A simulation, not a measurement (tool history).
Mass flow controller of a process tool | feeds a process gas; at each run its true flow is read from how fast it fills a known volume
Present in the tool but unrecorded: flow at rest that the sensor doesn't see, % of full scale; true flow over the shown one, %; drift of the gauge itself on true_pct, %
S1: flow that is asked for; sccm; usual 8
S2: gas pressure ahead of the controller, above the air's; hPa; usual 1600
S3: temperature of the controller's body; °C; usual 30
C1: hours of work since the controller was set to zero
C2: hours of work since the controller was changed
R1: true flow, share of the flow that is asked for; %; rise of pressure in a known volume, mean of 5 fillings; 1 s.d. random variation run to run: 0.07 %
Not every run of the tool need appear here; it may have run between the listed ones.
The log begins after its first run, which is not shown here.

run 2 hour=149.3 | S1=8 S2=1600 S3=30 | C1=4962 C2=4962 | R1=94.32
run 3 hour=395.4 | S1=8 S2=1750 S3=30 | C1=5085 C2=5085 | R1=94.25
run 4 hour=606.8 | S1=8 S2=1750 S3=30 | C1=5190 C2=5190 | R1=94.27
run 5 hour=801.8 | S1=8 S2=1600 S3=30 | C1=5288 C2=5288 | R1=94.23
run 6 hour=981.1 | S1=8 S2=1600 S3=30 | C1=5377 C2=5377 | R1=94.19
run 7 hour=1170.7 | S1=8 S2=1600 S3=25 | C1=5472 C2=5472 | R1=94.30
run 8 hour=1278.5 | S1=8 S2=1600 S3=25 | C1=5526 C2=5526 | R1=94.34
run 9 hour=1500.6 | S1=8 S2=1800 S3=30 | C1=5636 C2=5636 | R1=93.77
run 10 hour=1693.6 | S1=8 S2=1800 S3=30 | C1=5733 C2=5733 | R1=93.79
run 11 hour=1802.4 | S1=8 S2=1600 S3=30 | C1=5787 C2=5787 | R1=93.83
run 12 hour=1999.9 | S1=8 S2=1600 S3=30 | C1=5886 C2=5886 | R1=93.71
run 13 hour=2128.0 | S1=8 S2=1600 S3=30 | C1=5950 C2=5950 | R1=93.66
run 14 hour=2318.3 | S1=8 S2=1600 S3=30 | C1=6045 C2=6045 | R1=93.56
run 15 hour=2468.1 | S1=8 S2=1600 S3=30 | C1=6119 C2=6119 | R1=93.47
run 16 hour=2665.0 | S1=8 S2=1600 S3=30 | C1=6218 C2=6218 | R1=93.53
run 17 hour=2892.5 | S1=8 S2=2770 S3=30 | C1=6331 C2=6331 | R1=92.46
run 18 hour=3124.6 | S1=8 S2=2770 S3=30 | C1=6447 C2=6447 | R1=92.59

What does the tool deliver on the next run?
run 19 hour=3304.1 | S1=8 S2=2770 S3=40 | C1=6537 C2=6537 | R1=?

Run 19 came out at R1 91.65 %.
On a tool with no hidden condition, and with the same random variation, this run would have come out at R1 97.17 %.
